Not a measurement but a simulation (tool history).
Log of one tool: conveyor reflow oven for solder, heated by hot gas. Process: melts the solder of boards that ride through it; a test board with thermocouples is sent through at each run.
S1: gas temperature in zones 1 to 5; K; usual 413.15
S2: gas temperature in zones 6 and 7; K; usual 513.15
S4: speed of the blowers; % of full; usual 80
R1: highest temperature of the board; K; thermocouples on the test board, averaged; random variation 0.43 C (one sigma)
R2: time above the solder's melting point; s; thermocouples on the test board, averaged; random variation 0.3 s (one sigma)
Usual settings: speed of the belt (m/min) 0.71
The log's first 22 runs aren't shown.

{"hour": 393.0, "done": "belt drive overhauled, speed set with a stopwatch, once more"}
{"run": 23, "hour": 407.0, "S1": 413.15, "S2": 514.15, "speed of the belt (m/min)": 0.71, "S4": 61, "R1": 494.35, "R2": 52.6}
{"run": 24, "hour": 425.8, "S1": 413.15, "S2": 513.15, "speed of the belt (m/min)": 0.71, "S4": 80, "R1": 497.35, "R2": 55.5}
{"run": 25, "hour": 451.8, "S1": 413.15, "S2": 523.15, "speed of the belt (m/min)": 0.71, "S4": 82, "R1": 506.25, "R2": 60.3}
{"run": 26, "hour": 474.5, "S1": 422.15, "S2": 525.15, "speed of the belt (m/min)": 0.642, "S4": 82, "R1": 514.25, "R2": 72.2}
{"run": 27, "hour": 489.3, "S1": 422.15, "S2": 525.15, "speed of the belt (m/min)": 0.642, "S4": 82, "R1": 512.95, "R2": 71.9}
{"run": 28, "hour": 499.7, "S1": 422.15, "S2": 524.15, "speed of the belt (m/min)": 0.827, "S4": 82, "R1": 503.65, "R2": 52.7}
{"run": 29, "hour": 512.2, "S1": 422.15, "S2": 524.15, "speed of the belt (m/min)": 0.827, "S4": 82, "R1": 503.45, "R2": 52.7}
{"run": 30, "hour": 531.2, "S1": 410.15, "S2": 513.15, "speed of the belt (m/min)": 0.594, "S4": 80, "R1": 501.95, "R2": 68.6}

Forecast each of these 3 alternatives for the next run:
{"run": "A", "hour": 552.8, "S1": 410.15, "S2": 515.15, "speed of the belt (m/min)": 0.594, "S4": 63, "R1": "?", "R2": "?"}
{"run": "B", "hour": 552.8, "S1": 412.15, "S2": 516.15, "speed of the belt (m/min)": 0.71, "S4": 80, "R1": "?", "R2": "?"}
{"run": "C", "hour": 552.8, "S1": 410.15, "S2": 513.15, "speed of the belt (m/min)": 0.584, "S4": 65, "R1": "?", "R2": "?"}

run=A R1=500.85 R2=66.9
run=B R1=499.65 R2=56.7
run=C R1=499.55 R2=67.8
Without the tool's hidden state the same runs would have given:
run=A R1=499.45 R2=66.1
run=B R1=498.65 R2=56.2
run=C R1=498.15 R2=67
